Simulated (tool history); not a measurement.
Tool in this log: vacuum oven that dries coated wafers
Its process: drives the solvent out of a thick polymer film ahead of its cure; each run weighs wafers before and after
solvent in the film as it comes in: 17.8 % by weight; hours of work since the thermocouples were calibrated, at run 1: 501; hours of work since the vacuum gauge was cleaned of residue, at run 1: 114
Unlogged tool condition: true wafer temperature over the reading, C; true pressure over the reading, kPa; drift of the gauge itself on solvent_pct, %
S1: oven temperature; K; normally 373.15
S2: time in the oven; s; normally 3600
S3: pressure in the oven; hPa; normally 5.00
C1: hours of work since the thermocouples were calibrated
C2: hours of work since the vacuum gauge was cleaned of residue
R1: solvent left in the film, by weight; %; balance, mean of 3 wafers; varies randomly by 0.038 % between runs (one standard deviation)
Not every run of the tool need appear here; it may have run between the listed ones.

| run | day | S1 | S2 | S3 | C1 | C2 | R1 |
|---|---|---|---|---|---|---|---|
| 1 | 0.000 | 373.15 | 3600 | 5.00 | 501 | 114 | 2.31 |
| 2 | 1.050 | 373.15 | 3600 | 5.00 | 521 | 133 | 2.28 |
| 3 | 2.383 | 373.15 | 3600 | 5.00 | 545 | 158 | 2.36 |
| 4 | 3.567 | 373.15 | 3600 | 5.00 | 566 | 179 | 2.27 |
| 5 | 5.029 | 373.15 | 3840 | 5.00 | 593 | 206 | 2.12 |
| 6 | 6.458 | 373.15 | 3600 | 9.67 | 619 | 232 | 3.02 |
| 7 | 7.733 | 373.15 | 3600 | 9.67 | 642 | 255 | 3.01 |
| 8 | 9.296 | 360.15 | 3600 | 9.67 | 671 | 284 | 6.75 |
| 9 | 10.212 | 360.15 | 3420 | 9.67 | 688 | 301 | 6.91 |
| 10 | 11.288 | 373.15 | 3600 | 5.00 | 707 | 320 | 2.33 |
| 11 | 11.996 | 373.15 | 3600 | 4.81 | 720 | 333 | 2.30 |
| 12 | 13.429 | 373.15 | 3600 | 4.81 | 746 | 359 | 2.33 |
| 13 | 14.771 | 373.15 | 3600 | 4.81 | 771 | 384 | 2.26 |
| 14 | 15.950 | 373.15 | 3600 | 4.81 | 792 | 405 | 2.29 |
| 15 | 17.392 | 373.15 | 3600 | 4.81 | 819 | 432 | 2.23 |
| 16 | 18.171 | 373.15 | 3600 | 4.81 | 833 | 446 | 2.27 |
| 17 | 19.833 | 373.15 | 3600 | 5.00 | 863 | 476 | 2.29 |
| 18 | 20.675 | 368.15 | 3600 | 5.00 | 879 | 492 | 3.43 |
| 19 | 21.442 | 368.15 | 3600 | 5.00 | 893 | 506 | 3.43 |
| 20 | 22.779 | 373.15 | 3600 | 5.00 | 917 | 530 | 2.24 |
| 21 | 24.167 | 373.15 | 3600 | 8.91 | 942 | 555 | 2.89 |
|  | 24.762 | oven's thermocouples calibrated |
| 22 | 25.204 | 373.15 | 3600 | 8.91 | 8 | 573 | 2.67 |
| 23 | 25.912 | 373.15 | 3600 | 5.00 | 21 | 586 | 2.09 |
| 24 | 27.471 | 373.15 | 3600 | 5.00 | 49 | 614 | 2.09 |
| 25 | 28.700 | 373.15 | 3600 | 5.00 | 72 | 636 | 2.15 |
|  | 29.021 | oven's thermocouples calibrated, once more |
| 26 | 30.442 | 373.15 | 3600 | 10.59 | 26 | 667 | 3.72 |
| 27 | 32.138 | 375.15 | 3600 | 16.71 | 57 | 698 | 4.07 |
| 28 | 33.571 | 375.15 | 4800 | 16.71 | 83 | 724 | 3.55 |
| 29 | 34.579 | 373.15 | 4500 | 5.00 | 101 | 742 | 2.09 |
| 30 | 35.483 | 372.15 | 5700 | 4.38 | 118 | 759 | 1.63 |
| 31 | 37.179 | 373.15 | 3600 | 4.34 | 149 | 790 | 2.60 |
| 32 | 38.362 | 373.15 | 3600 | 4.34 | 171 | 811 | 2.66 |
| 33 | 39.938 | 364.15 | 3600 | 4.20 | 199 | 840 | 5.03 |
| 34 | 41.383 | 366.15 | 1980 | 4.20 | 226 | 867 | 7.32 |
| 35 | 42.296 | 387.15 | 5640 | 17.51 | 242 | 883 | 2.13 |
| 36 | 43.454 | 383.15 | 3600 | 3.12 | 263 | 904 | 1.02 |
| 37 | 44.838 | 365.15 | 3600 | 4.26 | 289 | 930 | 4.76 |
| 38 | 45.929 | 375.15 | 2940 | 3.50 | 309 | 949 | 2.80 |
| 39 | 47.121 | 374.15 | 5760 | 5.12 | 330 | 971 | 1.58 |
| 40 | 48.625 | 362.15 | 3600 | 10.33 | 358 | 999 | 6.84 |
| 41 | 50.033 | 384.15 | 3600 | 7.54 | 383 | 1024 | 1.48 |
| 42 | 51.725 | 384.15 | 2580 | 7.54 | 414 | 1055 | 2.03 |
| 43 | 53.208 | 380.15 | 3480 | 7.54 | 441 | 1082 | 1.98 |
| 44 | 54.717 | 373.15 | 3540 | 4.67 | 469 | 1110 | 2.81 |
| 45 | 56.025 | 373.15 | 3540 | 4.67 | 493 | 1134 | 2.74 |
| 46 | 56.854 | 373.15 | 3540 | 4.36 | 508 | 1149 | 2.66 |

Each row is a separate what-if for the run after 46, all from the same tool condition, not one after another. Results?
| A | 58.050 | 373.15 | 2640 | 11.45 | 530 | 1171 | ? |
| B | 58.050 | 387.15 | 3600 | 5.00 | 530 | 1171 | ? |
| C | 58.050 | 379.15 | 3600 | 6.36 | 530 | 1171 | ? |
| D | 58.050 | 375.15 | 2520 | 14.33 | 530 | 1171 | ? |
| E | 58.050 | 373.15 | 2520 | 4.36 | 530 | 1171 | ? |

| run | R1 |
|---|---|
| A | 4.86 |
| B | 0.97 |
| C | 1.85 |
| D | 4.88 |
| E | 4.07 |
Take away the tool's hidden state, keep each run's random variation, and the runs would have read:
| run | R1 |
|---|---|
| A | 4.71 |
| B | 0.76 |
| C | 1.62 |
| D | 4.74 |
| E | 3.91 |
